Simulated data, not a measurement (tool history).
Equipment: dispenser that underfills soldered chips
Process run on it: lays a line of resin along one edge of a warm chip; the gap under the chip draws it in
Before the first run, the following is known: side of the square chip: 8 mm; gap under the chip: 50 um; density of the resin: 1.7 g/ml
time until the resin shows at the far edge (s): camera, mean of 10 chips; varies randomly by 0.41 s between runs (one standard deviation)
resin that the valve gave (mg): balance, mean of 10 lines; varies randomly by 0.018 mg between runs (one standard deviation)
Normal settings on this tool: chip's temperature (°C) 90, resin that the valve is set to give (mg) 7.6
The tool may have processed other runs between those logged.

run    day  chip's temperature (°C)  resin that the valve is set to give (mg)  time until the resin shows at the far edge (s)  resin that the valve gave (mg)
  1      0                       90                                       7.6                                            29.6                             7.5
     0.438  -- new syringe of resin
  2  0.575                       90                                       7.6                                              30                            7.45
     1.021  -- new syringe of resin
     1.167  -- stage's temperature calibrated
  3  1.304                       90                                       7.6                                            35.2                            7.45
     1.617  -- new syringe of resin
  4  1.804                       90                                       7.6                                            32.9                            7.44
     2.175  -- new syringe of resin
  5  2.404                       90                                       7.6                                            35.1                            7.37
     2.729  -- new syringe of resin
     2.971  -- dispensing valve cleaned and set on the balance
  6  3.083                       92                                       7.6                                            35.4                            7.56
     3.354  -- new syringe of resin
  7  3.475                       92                                       7.6                                              29                            7.55
     3.946  -- new syringe of resin
  8  4.079                       90                                       7.6                                            31.3                            7.53
       4.5  -- new syringe of resin
  9  4.654                       90                                      8.99                                            31.1                             8.9
     5.096  -- new syringe of resin
 10  5.208                      104                                       8.1                                            15.8                            7.96
 11  5.567                       98                                      8.69                                            30.1                            8.53
     5.638  -- new syringe of resin
     6.188  -- new syringe of resin
 12  6.296                       88                                       7.6                                            33.2                            7.41
     6.738  -- new syringe of resin
 13  6.833                      102                                       7.6                                            17.6                            7.38
     7.121  -- dispensing valve cleaned and set on the balance
 14  7.221                       95                                       7.6                                            33.9                            7.64
     7.358  -- new syringe of resin
 15  7.662                       90                                      9.22                                            36.4                            9.27
     7.946  -- new syringe of resin
 16  8.046                       90                                      9.22                                            29.3                            9.22
     8.512  -- new syringe of resin
 17  8.608                       90                                      9.22                                            29.2                            9.18

Alternative continuations, all from the tool just after run 17; predict every row:
  A  9.004                       76                                      8.99                                               ?                               ?
  B  9.004                      100                                      7.53                                               ?                               ?
  C  9.004                       79                                      7.23                                               ?                               ?
  D  9.004                       90                                      8.62                                               ?                               ?
  E  9.004                       77                                      6.74                                               ?                               ?

run  time until the resin shows at the far edge (s)  resin that the valve gave (mg)
  A                                            82.8                            8.93
  B                                            29.2                            7.46
  C                                            74.4                            7.16
  D                                            44.1                            8.55
  E                                            85.4                            6.68
Without the tool's unlogged condition, the same runs would have read:
run  time until the resin shows at the far edge (s)  resin that the valve gave (mg)
  A                                            51.6                               9
  B                                            18.2                            7.52
  C                                            46.4                            7.22
  D                                            27.6                            8.63
  E                                            53.2                            6.74
